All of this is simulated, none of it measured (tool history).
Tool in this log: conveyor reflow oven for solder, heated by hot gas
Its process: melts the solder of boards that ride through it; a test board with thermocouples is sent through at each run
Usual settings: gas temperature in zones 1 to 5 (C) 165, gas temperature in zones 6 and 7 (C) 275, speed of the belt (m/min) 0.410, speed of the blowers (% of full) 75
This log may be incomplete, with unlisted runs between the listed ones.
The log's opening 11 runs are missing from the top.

run     day  gas temperature in zones 1 to 5 (C)  gas temperature in zones 6 and 7 (C)  speed of the belt (m/min)  speed of the blowers (% of full)  highest temperature of the board (C)  time above the solder's melting point (s)
 12  13.579                                  165                                   275                      0.410                                75                                 261.5                                       81.9
 13  14.508                                  165                                   275                      0.410                                75                                 261.1                                       81.6
 14  15.958                                  165                                   275                      0.410                                75                                 262.0                                       81.2
 15  17.654                                  165                                   275                      0.410                                75                                 261.5                                       81.6
 16  18.500                                  165                                   275                      0.410                                75                                 261.0                                       81.9
 17  19.483                                  160                                   275                      0.369                                75                                 263.2                                       90.7
 18  20.417                                  161                                   264                      0.370                                75                                 252.8                                       83.4
 19  21.479                                  161                                   275                      0.485                                60                                 252.0                                       58.3
 20  22.421                                  157                                   269                      0.411                                64                                 253.2                                       71.1
 21  23.312                                  161                                   265                      0.350                                76                                 256.4                                       90.6
 22  24.525                                  174                                   265                      0.449                                82                                 250.9                                       71.0
 23  25.683                                  159                                   272                      0.445                                81                                 255.6                                       68.7
 24  26.583                                  164                                   277                      0.445                                81                                 261.7                                       74.9
 25  28.388                                  164                                   277                      0.445                                81                                 261.5                                       73.7
 26  29.683                                  168                                   271                      0.410                                90                                 258.9                                       82.1
 27  30.888                                  165                                   287                      0.437                                75                                 270.7                                       81.3
 28  32.121                                  165                                   287                      0.437                                75                                 269.1                                       81.8
 29  33.633                                  154                                   287                      0.405                                75                                 271.7                                       84.6
 30  34.775                                  154                                   287                      0.405                                75                                 270.8                                       86.2
 31  36.300                                  165                                   276                      0.457                                75                                 259.0                                       70.5

Each row is a separate what-if for the run after 31, all from the same tool condition, not one after another. Results?
  A  37.642                                  165                                   276                      0.457                                69                                     ?                                          ?
  B  37.642                                  152                                   265                      0.467                                75                                     ?                                          ?
  C  37.642                                  165                                   275                      0.410                                68                                     ?                                          ?

run  highest temperature of the board (C)  time above the solder's melting point (s)
  A                                 257.1                                       69.0
  B                                 246.2                                       53.4
  C                                 260.2                                       80.3
Had the tool no hidden state, the same runs would have come out as:
run  highest temperature of the board (C)  time above the solder's melting point (s)
  A                                 257.1                                       69.0
  B                                 246.2                                       53.5
  C                                 260.2                                       80.2
